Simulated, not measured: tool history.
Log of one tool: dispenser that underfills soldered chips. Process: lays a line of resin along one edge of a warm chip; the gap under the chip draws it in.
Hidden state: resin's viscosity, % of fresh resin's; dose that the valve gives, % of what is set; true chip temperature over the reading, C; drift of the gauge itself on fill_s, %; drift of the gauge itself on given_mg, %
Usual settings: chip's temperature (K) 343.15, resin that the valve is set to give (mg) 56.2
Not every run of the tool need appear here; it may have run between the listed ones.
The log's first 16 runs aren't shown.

run     day  chip's temperature (K)  resin that the valve is set to give (mg)  hours of work since the syringe was changed  hours of work since the valve was cleaned  hours of work since the stage was calibrated  time until the resin shows at the far edge (s)  resin that the valve gave (mg)
      5.338  -- new syringe of resin
 17   5.421                  343.15                                      49.3                                            1                                         64                                           297                                           130.3                           47.06
 18   5.658                  343.15                                      49.3                                            5                                         68                                           301                                           153.3                           47.51
      5.704  -- new syringe of resin
 19   5.962                  329.15                                      65.5                                            4                                         72                                           305                                           241.4                           62.69
      6.062  -- new syringe of resin
 20   6.250                  338.15                                      71.9                                            3                                         76                                           309                                           159.7                           68.65
      6.429  -- new syringe of resin
 21   6.638                  338.15                                      59.1                                            3                                         82                                           315                                           163.2                           56.29
      6.796  -- new syringe of resin
 22   7.050                  338.15                                      59.1                                            4                                         88                                           321                                           168.1                           55.77
      7.150  -- new syringe of resin
 23   7.429                  349.15                                      59.1                                            4                                         93                                           326                                           119.7                           56.14
      7.504  -- new syringe of resin
 24   7.771                  351.15                                      58.7                                            4                                         98                                           331                                           110.8                           55.03
      7.879  -- new syringe of resin
 25   8.150                  351.15                                      58.7                                            4                                        104                                           337                                           113.4                           55.40
      8.258  -- new syringe of resin
 26   8.583                  328.15                                      67.4                                            5                                        110                                           343                                           262.5                           62.98
      8.617  -- new syringe of resin
      8.975  -- new syringe of resin
 27   9.012                  343.15                                      56.1                                            1                                        116                                           349                                           129.8                           52.06
 28   9.271                  335.15                                      68.3                                            4                                        120                                           353                                           198.4                           63.49
      9.342  -- new syringe of resin
      9.700  -- new syringe of resin
 29   9.708                  335.15                                      68.3                                            0                                        126                                           359                                           162.1                           63.26
     10.062  -- new syringe of resin
 30  10.125                  345.15                                      60.8                                            1                                        132                                           365                                           118.3                           55.84
 31  10.304                  356.15                                      65.3                                            4                                        135                                           368                                            95.1                           59.99
     10.438  -- dispensing valve cleaned and set on the balance
     10.483  -- new syringe of resin
 32  10.662                  338.15                                      62.8                                            3                                          3                                           372                                           160.6                           62.58
     10.862  -- new syringe of resin
 33  10.983                  354.15                                      71.0                                            2                                          8                                           377                                            92.9                           70.79
     11.217  -- new syringe of resin
 34  11.333                  354.15                                      71.0                                            2                                         13                                           382                                            93.5                           70.47

Forecast each of these 4 alternatives for the next run:
     11.579  -- new syringe of resin
  A  11.712                  329.15                                      51.4                                            2                                         18                                           387                                               ?                               ?
     11.579  -- new syringe of resin
  B  11.712                  354.15                                      52.6                                            2                                         18                                           387                                               ?                               ?
     11.579  -- new syringe of resin
  C  11.712                  343.15                                      66.4                                            2                                         18                                           387                                               ?                               ?
     11.579  -- new syringe of resin
  D  11.712                  357.15                                      56.6                                            2                                         18                                           387                                               ?                               ?

run  time until the resin shows at the far edge (s)  resin that the valve gave (mg)
  A                                           223.0                           50.52
  B                                            96.8                           52.21
  C                                           132.5                           66.18
  D                                            87.9                           56.32
Without the tool's unlogged condition, the same runs would have read:
run  time until the resin shows at the far edge (s)  resin that the valve gave (mg)
  A                                           190.4                           51.03
  B                                            83.3                           52.74
  C                                           113.9                           66.85
  D                                            75.8                           56.89
